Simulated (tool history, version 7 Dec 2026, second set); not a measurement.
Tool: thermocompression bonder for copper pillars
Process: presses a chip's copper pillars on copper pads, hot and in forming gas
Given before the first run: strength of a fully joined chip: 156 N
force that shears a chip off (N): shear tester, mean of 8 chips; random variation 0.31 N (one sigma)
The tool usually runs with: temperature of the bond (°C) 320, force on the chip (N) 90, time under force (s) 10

run,hour,temperature of the bond (°C),force on the chip (N),time under force (s),force that shears a chip off (N)
1,0,320,90,10,56.1
2,11.2,320,90,10,55.2
3,28,320,90,10,55.6
4,38.7,320,90,10,55.1
5,56.1,320,90,10,55.3
6,66.7,320,90,10,54.9
7,81.2,320,83,14,60.5
8,95.3,320,83,14,60.1
9,109.5,320,83,8,48.6
10,126.8,320,90,5,40.8
11,141.1,319,90,14,61

Some steps in force that shears a chip off (N), run to run, broken into two amounts with sign: the step expected even without the hidden condition (settings, incoming material, random variation), and the rest, left for the hidden condition together with whatever gauge scatter is not in both the measured and the hidden-condition-free result:
Hidden state at play: true temperature of the bond over the reading, C; force that reaches the chip, % of what is set; oxide that the forming gas leaves, % of the face; drift of the gauge itself on shear_n, %.
Run 10 -> 11: temperature of the bond (°C) 320 -> 319, time under force (s) 5 -> 14. force that shears a chip off (N) +20.2: hidden state -0.5, all else +20.7.

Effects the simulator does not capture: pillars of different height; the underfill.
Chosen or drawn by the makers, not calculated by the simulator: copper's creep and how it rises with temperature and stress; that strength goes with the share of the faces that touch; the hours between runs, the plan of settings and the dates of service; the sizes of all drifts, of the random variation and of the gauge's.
